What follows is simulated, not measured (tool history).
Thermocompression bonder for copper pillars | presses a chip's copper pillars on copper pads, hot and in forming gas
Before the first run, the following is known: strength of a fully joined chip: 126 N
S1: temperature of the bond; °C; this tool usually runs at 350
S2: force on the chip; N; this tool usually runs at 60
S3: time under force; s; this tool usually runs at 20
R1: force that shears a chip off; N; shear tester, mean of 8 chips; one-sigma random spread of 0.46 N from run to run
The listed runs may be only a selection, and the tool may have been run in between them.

run     day   S1  S2  S3    R1
  1   0.000  350  60  20  54.0
  2   1.888  350  60  20  53.9
  3   3.233  350  60  20  52.6
  4   5.033  350  60  52  73.6
  5   5.988  350  60  20  53.7
  6   7.050  350  60  20  53.3
  7   8.050  350  60  20  52.6
  8   9.858  350  60  20  52.2
  9  11.217  350  60  14  45.4
 10  12.292  350  60  14  45.1
 11  13.508  350  60  20  51.9
 12  14.529  350  60  20  51.7
 13  15.908  350  60  20  52.1
 14  16.762  350  60  20  51.8
 15  18.321  350  60  20  51.5
 16  19.908  350  60  20  51.0
 17  21.721  350  60  20  50.9
 18  23.533  350  60  20  50.5
 19  24.546  350  60  20  51.0
 20  25.550  350  60  20  49.5
 21  27.292  350  60  41  63.8
 22  28.496  350  60  41  64.4
     29.133  -- forming gas filter changed
 23  30.254  350  60  41  68.6
 24  32.142  350  45  33  54.9
 25  33.467  350  45  33  54.7
 26  34.942  361  47  21  53.1
 27  36.208  353  60  20  53.7
 28  37.658  368  61  26  68.4
 29  39.142  368  61  26  67.9
 30  40.562  379  61  13  59.7
 31  41.917  379  76  57  98.3
 32  43.600  350  70  19  54.4
 33  44.833  350  87  34  72.5
 34  46.354  350  71  10  42.2
 35  47.408  351  67  18  52.0
 36  48.696  352  79  33  70.1
 37  49.483  352  79  33  69.3
 38  50.908  335  73  33  56.0
 39  52.558  335  73  33  55.7

Consider 3 possible next runs. They are alternatives, not a sequence: every one starts from the tool as it was left by run 39. What does each give?
  A  53.625  352  41  17   ?
  B  53.625  350  60  11   ?
  C  53.625  320  52  14   ?

run    R1
  A  38.5
  B  39.0
  C  26.9
Without the tool's hidden state the same runs would have given:
run    R1
  A  42.3
  B  42.8
  C  29.8

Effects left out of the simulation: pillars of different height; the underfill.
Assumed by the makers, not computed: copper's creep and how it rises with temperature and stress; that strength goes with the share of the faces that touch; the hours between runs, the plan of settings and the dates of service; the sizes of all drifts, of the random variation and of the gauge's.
